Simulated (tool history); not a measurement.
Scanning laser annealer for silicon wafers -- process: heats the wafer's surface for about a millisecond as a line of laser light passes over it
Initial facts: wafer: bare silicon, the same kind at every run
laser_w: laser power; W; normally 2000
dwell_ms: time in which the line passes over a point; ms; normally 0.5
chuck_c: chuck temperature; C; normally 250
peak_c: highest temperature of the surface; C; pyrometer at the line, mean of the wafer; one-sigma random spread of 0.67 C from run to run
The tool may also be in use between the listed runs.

run,hour,laser_w,dwell_ms,chuck_c,peak_c
1,0,2000,0.5,250,1008.2
2,17.2,2000,0.5,250,1008.6
3,28.5,2000,0.5,250,1006.8
# hour 34.8: window over the wafer cleaned
4,54.7,2000,0.5,250,1022.3
5,65.8,2000,0.5,250,1022.7
6,78.3,2000,0.5,250,1022.2
7,93,1843,0.441,250,910.7
8,109.8,1843,0.441,250,910.4
9,132.5,1896,0.441,250,929.7
10,151.2,2000,0.389,223,891.3
11,168.8,2000,0.485,250,1007.4
12,193.1,1904,0.485,250,970.3

Pick out some run-to-run changes in peak_c. Of each, how much would a tool without hidden state show as well, from the settings, what came in and chance, and how much is left for the hidden state and any gauge scatter not in both results compared?
Unlogged tool condition in this case: light that passes the window, % of a clean one's; laser's true power over the reading, %; width of the line over the set one, %; drift of the gauge itself on peak_c, C.
Run 3 -> 4: window over the wafer cleaned. peak_c +15.5 C: hidden state +14.1, all else +1.4.
Run 10 -> 11: dwell_ms 0.389 -> 0.485, chuck_c 223 -> 250. peak_c +116.1 C: hidden state -0.5, all else +116.6.

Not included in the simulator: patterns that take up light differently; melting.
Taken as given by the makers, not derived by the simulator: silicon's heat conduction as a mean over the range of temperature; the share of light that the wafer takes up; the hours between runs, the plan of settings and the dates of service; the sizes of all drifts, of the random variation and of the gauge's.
